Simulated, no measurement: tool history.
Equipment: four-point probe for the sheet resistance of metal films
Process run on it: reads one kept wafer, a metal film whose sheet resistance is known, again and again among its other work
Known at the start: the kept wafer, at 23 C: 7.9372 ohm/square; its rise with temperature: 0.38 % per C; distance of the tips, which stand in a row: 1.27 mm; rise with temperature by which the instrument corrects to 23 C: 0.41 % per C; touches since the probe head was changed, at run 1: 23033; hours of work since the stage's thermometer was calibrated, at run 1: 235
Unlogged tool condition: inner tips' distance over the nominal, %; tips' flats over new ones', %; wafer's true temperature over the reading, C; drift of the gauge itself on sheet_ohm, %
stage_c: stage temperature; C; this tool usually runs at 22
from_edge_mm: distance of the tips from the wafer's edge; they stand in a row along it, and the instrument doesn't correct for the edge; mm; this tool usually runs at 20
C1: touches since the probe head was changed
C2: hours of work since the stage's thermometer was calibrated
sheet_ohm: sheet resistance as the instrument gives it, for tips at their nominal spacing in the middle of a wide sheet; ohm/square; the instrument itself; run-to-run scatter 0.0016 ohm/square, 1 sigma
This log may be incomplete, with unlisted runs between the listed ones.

Run 1, day 0: usual settings; C1 23033; C2 235. Result: sheet_ohm 7.974421 ohm/square.
Run 2, day 0.725: usual settings; C1 23356; C2 248. Result: sheet_ohm 7.974426 ohm/square.
Run 3, day 1.858: usual settings but from_edge_mm 21 mm; C1 23859; C2 268. Result: sheet_ohm 7.973328 ohm/square.
Run 4, day 2.558: usual settings but from_edge_mm 21 mm; C1 24172; C2 280. Result: sheet_ohm 7.972999 ohm/square.
Run 5, day 3.421: usual settings but stage_c 19 C; C1 24555; C2 296. Result: sheet_ohm 7.983759 ohm/square.
Run 6, day 4.458: usual settings but stage_c 19 C; C1 25016; C2 314. Result: sheet_ohm 7.985924 ohm/square.
Run 7, day 5.383: usual settings but stage_c 32 C; C1 25429; C2 331. Result: sheet_ohm 7.948213 ohm/square.
Run 8, day 5.996: usual settings but from_edge_mm 7 mm; C1 25700; C2 342. Result: sheet_ohm 8.097027 ohm/square.
Run 9, day 6.942: usual settings but stage_c 21 C, from_edge_mm 7 mm; C1 26121; C2 358. Result: sheet_ohm 8.098783 ohm/square.
Run 10, day 7.854: usual settings; C1 26528; C2 375. Result: sheet_ohm 7.97663 ohm/square.
Run 11, day 8.996: usual settings; C1 27036; C2 395. Result: sheet_ohm 7.976351 ohm/square.
Run 12, day 10.071: usual settings; C1 27514; C2 414. Result: sheet_ohm 7.975487 ohm/square.
Run 13, day 10.875: usual settings; C1 27873; C2 429. Result: sheet_ohm 7.973381 ohm/square.
Run 14, day 11.538: usual settings; C1 28167; C2 440. Result: sheet_ohm 7.973962 ohm/square.
Run 15, day 12.225: usual settings; C1 28472; C2 453. Result: sheet_ohm 7.977709 ohm/square.
Run 16, day 13.012: usual settings; C1 28823; C2 467. Result: sheet_ohm 7.976613 ohm/square.
Run 17, day 13.9: usual settings; C1 29219; C2 483. Result: sheet_ohm 7.976173 ohm/square.
Run 18, day 15.167: usual settings; C1 29781; C2 505. Result: sheet_ohm 7.977435 ohm/square.
Run 19, day 15.85: usual settings but stage_c 25 C, from_edge_mm 12 mm; C1 30086; C2 517. Result: sheet_ohm 7.999556 ohm/square.
Run 20, day 17.083: usual settings but stage_c 25 C, from_edge_mm 12 mm; C1 30635; C2 539. Result: sheet_ohm 7.998775 ohm/square.
Run 21, day 18.3: usual settings but stage_c 25 C, from_edge_mm 12 mm; C1 31175; C2 561. Result: sheet_ohm 7.999311 ohm/square.
Run 22, day 18.842: usual settings but stage_c 25 C, from_edge_mm 12 mm; C1 31417; C2 571. Result: sheet_ohm 7.998333 ohm/square.
Run 23, day 19.429: usual settings but stage_c 30 C, from_edge_mm 64 mm; C1 31678; C2 581. Result: sheet_ohm 7.9384 ohm/square.
Run 24, day 20.546: usual settings but stage_c 23 C, from_edge_mm 23 mm; C1 32174; C2 601. Result: sheet_ohm 7.972966 ohm/square.
Run 25, day 21.512: usual settings but stage_c 23 C, from_edge_mm 23 mm; C1 32605; C2 618. Result: sheet_ohm 7.970655 ohm/square.
Run 26, day 22.233: usual settings but stage_c 23 C, from_edge_mm 23 mm; C1 32925; C2 631. Result: sheet_ohm 7.968989 ohm/square.
Run 27, day 23.325: usual settings but stage_c 23 C, from_edge_mm 23 mm; C1 33411; C2 651. Result: sheet_ohm 7.968054 ohm/square.
Run 28, day 23.933: usual settings but stage_c 32 C, from_edge_mm 12 mm; C1 33683; C2 661. Result: sheet_ohm 7.980582 ohm/square.
Run 29, day 25.138: usual settings but from_edge_mm 12 mm; C1 34218; C2 683. Result: sheet_ohm 8.011556 ohm/square.
Run 30, day 26.029: usual settings but stage_c 30 C, from_edge_mm 59 mm; C1 34615; C2 699. Result: sheet_ohm 7.938214 ohm/square.
Run 31, day 27.242: usual settings but stage_c 30 C, from_edge_mm 59 mm; C1 35155; C2 720. Result: sheet_ohm 7.937823 ohm/square.
Run 32, day 28.012: usual settings but stage_c 25 C, from_edge_mm 39 mm; C1 35498; C2 734. Result: sheet_ohm 7.956987 ohm/square.
Run 33, day 29.012: usual settings but stage_c 25 C, from_edge_mm 10 mm; C1 35942; C2 752. Result: sheet_ohm 8.02201 ohm/square.
Run 34, day 30.046: usual settings but stage_c 25 C; C1 36403; C2 770. Result: sheet_ohm 7.969512 ohm/square.
Run 35, day 30.754: usual settings but stage_c 25 C, from_edge_mm 37 mm; C1 36717; C2 783. Result: sheet_ohm 7.953598 ohm/square.
Run 36, day 31.904: usual settings but from_edge_mm 8 mm; C1 37229; C2 804. Result: sheet_ohm 8.067938 ohm/square.

3 ways to go on from here, each from the tool as it stands after run 36. What would each give?
Run A, day 33.125: usual settings but stage_c 18 C, from_edge_mm 4 mm; C1 37773; C2 825. Result: sheet_ohm ?.
Run B, day 33.125: usual settings but from_edge_mm 50 mm; C1 37773; C2 825. Result: sheet_ohm ?.
Run C, day 33.125: usual settings but stage_c 25 C, from_edge_mm 21 mm; C1 37773; C2 825. Result: sheet_ohm ?.

run  sheet_ohm
  A   8.378473
  B   7.961796
  C   7.967324
Stripped of hidden state, with their random variation kept, the same runs would have yielded:
run  sheet_ohm
  A   8.357291
  B    7.94171
  C   7.947299

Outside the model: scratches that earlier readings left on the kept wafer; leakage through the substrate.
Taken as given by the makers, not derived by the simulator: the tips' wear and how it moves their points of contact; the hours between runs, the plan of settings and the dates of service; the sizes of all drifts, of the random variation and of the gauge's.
